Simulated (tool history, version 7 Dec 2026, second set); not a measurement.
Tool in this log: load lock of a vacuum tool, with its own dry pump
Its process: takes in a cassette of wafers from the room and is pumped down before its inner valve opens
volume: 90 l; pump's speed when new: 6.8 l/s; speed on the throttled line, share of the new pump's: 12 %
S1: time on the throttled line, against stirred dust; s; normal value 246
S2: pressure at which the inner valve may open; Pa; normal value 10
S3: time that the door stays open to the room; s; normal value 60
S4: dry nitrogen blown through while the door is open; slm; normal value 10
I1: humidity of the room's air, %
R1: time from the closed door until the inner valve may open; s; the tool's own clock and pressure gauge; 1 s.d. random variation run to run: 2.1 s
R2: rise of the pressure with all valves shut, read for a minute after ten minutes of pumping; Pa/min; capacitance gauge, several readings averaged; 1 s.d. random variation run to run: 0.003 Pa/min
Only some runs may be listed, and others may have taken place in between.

| run | hour | S1 | S2 | S3 | S4 | I1 | R1 | R2 |
|---|---|---|---|---|---|---|---|---|
| 1 | 0.0 | 246 | 10 | 60 | 10 | 48.4 | 340.5 | 0.036 |
| 2 | 128.6 | 246 | 10 | 70 | 10 | 47.4 | 342.7 | 0.038 |
| 3 | 279.0 | 246 | 10 | 70 | 10 | 43.5 | 337.3 | 0.029 |
| 4 | 403.8 | 246 | 10 | 60 | 27 | 47.2 | 340.3 | 0.023 |
| 5 | 553.7 | 246 | 10 | 60 | 27 | 43.3 | 337.4 | 0.027 |
| 6 | 658.3 | 246 | 10 | 60 | 27 | 43.9 | 342.7 | 0.018 |
| 7 | 833.0 | 246 | 14 | 60 | 10 | 46.8 | 335.4 | 0.039 |
| 8 | 984.3 | 246 | 14 | 60 | 10 | 45.7 | 336.6 | 0.032 |
| 9 | 1063.3 | 246 | 14 | 60 | 10 | 42.3 | 334.9 | 0.034 |
| 10 | 1194.0 | 246 | 14 | 60 | 10 | 45.1 | 336.0 | 0.033 |
| 11 | 1319.0 | 246 | 14 | 60 | 10 | 42.4 | 338.5 | 0.027 |
| 12 | 1498.8 | 246 | 10 | 234 | 6 | 43.4 | 342.0 | 0.075 |
| 13 | 1653.9 | 246 | 7 | 234 | 11 | 46.7 | 344.6 | 0.064 |
| 14 | 1740.3 | 262 | 15 | 28 | 5 | 44.3 | 352.8 | 0.024 |
| 15 | 1837.8 | 281 | 10 | 85 | 24 | 42.9 | 371.8 | 0.025 |
| 16 | 2003.7 | 164 | 10 | 85 | 24 | 41.0 | 268.0 | 0.029 |
| 17 | 2169.3 | 441 | 9 | 51 | 17 | 47.4 | 514.2 | 0.028 |

Each row is a separate what-if for the run after 17, all from the same tool condition, not one after another. Results?
| A | 2248.5 | 371 | 13 | 60 | 14 | 46.5 | ? | ? |
| B | 2248.5 | 246 | 15 | 27 | 22 | 44.4 | ? | ? |
| C | 2248.5 | 246 | 10 | 60 | 4 | 42.6 | ? | ? |
| D | 2248.5 | 165 | 9 | 51 | 8 | 48.1 | ? | ? |
| E | 2248.5 | 238 | 16 | 60 | 13 | 46.6 | ? | ? |

| run | R1 | R2 |
|---|---|---|
| A | 444.5 | 0.030 |
| B | 335.5 | 0.014 |
| C | 339.8 | 0.037 |
| D | 272.6 | 0.030 |
| E | 327.0 | 0.035 |
What these runs would have given with no unlogged condition in the tool:
| run | R1 | R2 |
|---|---|---|
| A | 444.5 | 0.030 |
| B | 335.4 | 0.014 |
| C | 339.8 | 0.036 |
| D | 272.6 | 0.030 |
| E | 327.0 | 0.035 |

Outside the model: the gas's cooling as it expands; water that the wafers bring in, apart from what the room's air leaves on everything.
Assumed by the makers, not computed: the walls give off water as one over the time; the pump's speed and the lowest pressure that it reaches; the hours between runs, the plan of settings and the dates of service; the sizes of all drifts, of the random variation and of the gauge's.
